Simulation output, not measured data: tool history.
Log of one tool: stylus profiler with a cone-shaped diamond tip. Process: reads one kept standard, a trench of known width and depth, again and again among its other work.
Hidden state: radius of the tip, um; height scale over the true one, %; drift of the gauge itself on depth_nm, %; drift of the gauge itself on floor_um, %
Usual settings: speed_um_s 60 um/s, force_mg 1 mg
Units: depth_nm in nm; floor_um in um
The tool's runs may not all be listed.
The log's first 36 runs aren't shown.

run	hour	speed_um_s	force_mg	scans with this tip	hours of work since the height scale was calibrated	depth_nm	floor_um
37	1150	231	2.31	16460	209	1004.81	39.22
38	1188.1	60	2.76	16730	235	1005.99	39.68
39	1212.6	20	1	16904	251	1002.33	39.75
40	1253.8	177	2.63	17196	279	1004.95	39.24
41	1276.3	61	2.48	17355	294	1004.45	39.55
42	1311.6	163	1.14	17605	318	1002.5	38.97
43	1353.4	40	1.53	17901	347	1003.01	39.51
44	1380.6	47	1	18094	365	1001.75	39.39
45	1400.4	17	0.4	18235	378	1000.16	39.42
46	1429.5	198	2.38	18441	398	1004.12	38.96

Forecast each of these 4 alternatives for the next run:
A	1451.5	30	1	18597	413	?	?
B	1451.5	157	0.68	18597	413	?	?
C	1451.5	83	2.38	18597	413	?	?
D	1451.5	22	0.75	18597	413	?	?

run	depth_nm	floor_um
A	1001.9	39.38
B	1001.15	38.65
C	1004.01	39.24
D	1001.12	39.42
Without the tool's hidden state the same runs would have given:
run	depth_nm	floor_um
A	1003.58	43.87
B	1002.84	43.14
C	1005.7	43.73
D	1002.8	43.91
